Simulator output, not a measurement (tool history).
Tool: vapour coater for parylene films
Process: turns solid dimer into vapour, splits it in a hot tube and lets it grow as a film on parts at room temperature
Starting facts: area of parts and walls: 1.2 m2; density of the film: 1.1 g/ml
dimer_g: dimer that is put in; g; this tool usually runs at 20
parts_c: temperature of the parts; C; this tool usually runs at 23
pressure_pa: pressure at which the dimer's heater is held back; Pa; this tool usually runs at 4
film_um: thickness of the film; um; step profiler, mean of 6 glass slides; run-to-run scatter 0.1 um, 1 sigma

run,hour,dimer_g,parts_c,pressure_pa,film_um
1,0,20,23,4,12.2
2,18.2,20,23,4,12.18
3,43.1,20,23,4,11.94
4,70.3,20,23,4,11.99
5,89.9,20,23,4,12
6,125,20,23,4,11.88
7,147.3,20,23,4,11.79
8,166.1,20,23,4,11.73
9,195.1,20,23,4,11.84
10,228,20,23,4,11.64
11,244.5,20,23,4.59,11.48
12,265.8,27,23,4,15.79
13,291.8,27,23,4,15.77
14,328.5,27,22,4,16.32
15,355.5,27,22,4,16.27
16,375.4,27,22,4,16.25
17,396.6,27,22,4,15.97
18,433.7,27,22,4,16.1
19,470.2,27,22,3.29,16.8
20,486.1,21,30,6.56,8.1
21,507.2,20,17,6.21,12.95
22,541.8,12,19,2.82,7.93
23,565.4,12,19,11.22,6.2
24,601.8,12,19,11.22,6.24
25,629.4,12,23,6.14,6.07
# hour 642.9: trap's valve overhauled
26,661,18,23,2.94,11.78
27,690.6,8,19,2.94,5.81
28,719.8,8,22,8.54,4.28
29,751.7,8,22,8.54,4.27
30,775.3,20,23,10.62,9.73
31,794.8,20,23,11.69,9.45
32,824.2,27,26,2.1,16.54
33,848.8,27,26,2.1,16.54
34,886.8,18,18,4,12.83
35,905.9,30,25,2.11,18.99
36,940.3,30,25,2.11,19.15
37,968.5,15,22,5.08,8.68
38,1004,29,19,2.41,20.27

Predict each of these 4 candidate next runs independently; none follows another, all start after run 38:
A,1028.8,20,22,10.67,?
B,1028.8,20,23,5.51,?
C,1028.8,29,17,4.15,?
D,1028.8,14,17,4,?

run,film_um
A,9.66
B,10.86
C,20.01
D,9.57
With no hidden state in the tool, these same runs would have given:
run,film_um
A,10.11
B,11.37
C,21.44
D,10.25

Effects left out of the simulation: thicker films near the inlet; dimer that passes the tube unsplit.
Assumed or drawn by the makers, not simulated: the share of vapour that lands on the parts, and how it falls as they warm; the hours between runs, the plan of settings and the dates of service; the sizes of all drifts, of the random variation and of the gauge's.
